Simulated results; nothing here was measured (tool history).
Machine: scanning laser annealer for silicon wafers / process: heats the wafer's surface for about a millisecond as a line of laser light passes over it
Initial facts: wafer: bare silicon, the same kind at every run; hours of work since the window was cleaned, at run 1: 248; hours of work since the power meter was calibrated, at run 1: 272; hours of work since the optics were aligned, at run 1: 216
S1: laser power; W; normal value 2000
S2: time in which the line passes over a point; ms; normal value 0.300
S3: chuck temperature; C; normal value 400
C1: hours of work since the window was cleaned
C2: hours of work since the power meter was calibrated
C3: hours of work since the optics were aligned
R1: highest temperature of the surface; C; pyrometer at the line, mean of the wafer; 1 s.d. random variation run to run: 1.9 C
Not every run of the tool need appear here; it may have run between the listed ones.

{"run": 1, "day": 0.0, "S1": 2000, "S2": 0.3, "S3": 400, "C1": 248, "C2": 272, "C3": 216, "R1": 1142}
{"run": 2, "day": 0.233, "S1": 2200, "S2": 0.3, "S3": 400, "C1": 251, "C2": 275, "C3": 219, "R1": 1232}
{"run": 3, "day": 0.754, "S1": 2000, "S2": 0.3, "S3": 400, "C1": 258, "C2": 281, "C3": 226, "R1": 1142}
{"run": 4, "day": 1.279, "S1": 2000, "S2": 0.3, "S3": 400, "C1": 264, "C2": 288, "C3": 232, "R1": 1141}
{"run": 5, "day": 1.788, "S1": 2000, "S2": 0.3, "S3": 421, "C1": 271, "C2": 294, "C3": 238, "R1": 1161}
{"run": 6, "day": 2.1, "S1": 2000, "S2": 0.3, "S3": 400, "C1": 274, "C2": 298, "C3": 242, "R1": 1144}
{"run": 7, "day": 2.508, "S1": 2000, "S2": 0.3, "S3": 400, "C1": 279, "C2": 303, "C3": 247, "R1": 1145}
{"run": 8, "day": 2.833, "S1": 2000, "S2": 0.3, "S3": 400, "C1": 284, "C2": 307, "C3": 251, "R1": 1145}
{"run": 9, "day": 3.175, "S1": 2000, "S2": 0.3, "S3": 400, "C1": 288, "C2": 311, "C3": 256, "R1": 1140}
{"run": 10, "day": 3.658, "S1": 2000, "S2": 0.3, "S3": 377, "C1": 294, "C2": 317, "C3": 262, "R1": 1118}
{"run": 11, "day": 4.0, "S1": 2000, "S2": 0.288, "S3": 400, "C1": 298, "C2": 321, "C3": 266, "R1": 1125}
{"run": 12, "day": 4.508, "S1": 1720, "S2": 0.3, "S3": 400, "C1": 304, "C2": 328, "C3": 272, "R1": 1017}
{"run": 13, "day": 4.929, "S1": 1720, "S2": 0.3, "S3": 400, "C1": 309, "C2": 333, "C3": 277, "R1": 1021}
{"run": 14, "day": 5.279, "S1": 1720, "S2": 0.3, "S3": 400, "C1": 314, "C2": 337, "C3": 282, "R1": 1018}
{"run": 15, "day": 5.554, "S1": 2000, "S2": 0.3, "S3": 400, "C1": 317, "C2": 341, "C3": 285, "R1": 1139}
{"run": 16, "day": 6.012, "S1": 2000, "S2": 0.246, "S3": 400, "C1": 323, "C2": 346, "C3": 291, "R1": 1064}
{"run": 17, "day": 6.492, "S1": 2000, "S2": 0.3, "S3": 414, "C1": 329, "C2": 352, "C3": 297, "R1": 1159}
{"run": 18, "day": 6.975, "S1": 2000, "S2": 0.3, "S3": 400, "C1": 335, "C2": 358, "C3": 303, "R1": 1144}
{"run": 19, "day": 7.342, "S1": 2000, "S2": 0.295, "S3": 400, "C1": 339, "C2": 363, "C3": 307, "R1": 1137}
{"run": 20, "day": 7.621, "S1": 2000, "S2": 0.295, "S3": 400, "C1": 343, "C2": 366, "C3": 311, "R1": 1135}
{"run": 21, "day": 7.954, "S1": 1964, "S2": 0.225, "S3": 381, "C1": 347, "C2": 370, "C3": 315, "R1": 999}
{"run": 22, "day": 8.471, "S1": 1964, "S2": 0.225, "S3": 381, "C1": 353, "C2": 377, "C3": 321, "R1": 1001}
{"run": 23, "day": 8.746, "S1": 2168, "S2": 0.225, "S3": 434, "C1": 357, "C2": 380, "C3": 324, "R1": 1130}
{"run": 24, "day": 9.171, "S1": 2168, "S2": 0.225, "S3": 434, "C1": 362, "C2": 385, "C3": 330, "R1": 1128}
{"run": 25, "day": 9.521, "S1": 1934, "S2": 0.226, "S3": 411, "C1": 366, "C2": 390, "C3": 334, "R1": 1019}
{"run": 26, "day": 9.996, "S1": 2153, "S2": 0.29, "S3": 400, "C1": 372, "C2": 396, "C3": 340, "R1": 1193}
{"run": 27, "day": 10.246, "S1": 2153, "S2": 0.29, "S3": 400, "C1": 375, "C2": 399, "C3": 343, "R1": 1198}
{"run": 28, "day": 10.754, "S1": 2047, "S2": 0.38, "S3": 399, "C1": 381, "C2": 405, "C3": 349, "R1": 1271}
{"run": 29, "day": 11.188, "S1": 2047, "S2": 0.38, "S3": 399, "C1": 387, "C2": 410, "C3": 355, "R1": 1274}
{"run": 30, "day": 11.588, "S1": 2047, "S2": 0.38, "S3": 399, "C1": 392, "C2": 415, "C3": 360, "R1": 1268}
{"run": 31, "day": 11.983, "S1": 1950, "S2": 0.337, "S3": 400, "C1": 397, "C2": 420, "C3": 365, "R1": 1168}
{"run": 32, "day": 12.404, "S1": 1950, "S2": 0.261, "S3": 431, "C1": 402, "C2": 425, "C3": 370, "R1": 1097}
{"run": 33, "day": 12.679, "S1": 1950, "S2": 0.261, "S3": 431, "C1": 405, "C2": 429, "C3": 373, "R1": 1097}
{"run": 34, "day": 13.012, "S1": 1950, "S2": 0.261, "S3": 431, "C1": 409, "C2": 433, "C3": 377, "R1": 1097}
{"run": 35, "day": 13.529, "S1": 1950, "S2": 0.246, "S3": 405, "C1": 416, "C2": 439, "C3": 384, "R1": 1049}
{"run": 36, "day": 13.888, "S1": 1796, "S2": 0.246, "S3": 405, "C1": 420, "C2": 444, "C3": 388, "R1": 986}
{"run": 37, "day": 14.333, "S1": 2174, "S2": 0.222, "S3": 373, "C1": 426, "C2": 449, "C3": 394, "R1": 1067}
{"run": 38, "day": 14.758, "S1": 2066, "S2": 0.344, "S3": 400, "C1": 431, "C2": 454, "C3": 399, "R1": 1232}
{"run": 39, "day": 15.25, "S1": 2066, "S2": 0.344, "S3": 400, "C1": 437, "C2": 460, "C3": 405, "R1": 1232}
{"run": 40, "day": 15.612, "S1": 2048, "S2": 0.342, "S3": 393, "C1": 442, "C2": 465, "C3": 409, "R1": 1216}

Alternative continuations, all from the tool just after run 40; predict every row:
{"run": "A", "day": 16.154, "S1": 2000, "S2": 0.225, "S3": 391, "C1": 448, "C2": 472, "C3": 416, "R1": "?"}
{"run": "B", "day": 16.154, "S1": 2048, "S2": 0.229, "S3": 377, "C1": 448, "C2": 472, "C3": 416, "R1": "?"}
{"run": "C", "day": 16.154, "S1": 2000, "S2": 0.351, "S3": 363, "C1": 448, "C2": 472, "C3": 416, "R1": "?"}
{"run": "D", "day": 16.154, "S1": 2000, "S2": 0.352, "S3": 400, "C1": 448, "C2": 472, "C3": 416, "R1": "?"}

run=A R1=1023
run=B R1=1035
run=C R1=1176
run=D R1=1213
With the hidden condition removed and each run's random variation left untouched, the same runs would have given:
run=A R1=1024
run=B R1=1035
run=C R1=1176
run=D R1=1213

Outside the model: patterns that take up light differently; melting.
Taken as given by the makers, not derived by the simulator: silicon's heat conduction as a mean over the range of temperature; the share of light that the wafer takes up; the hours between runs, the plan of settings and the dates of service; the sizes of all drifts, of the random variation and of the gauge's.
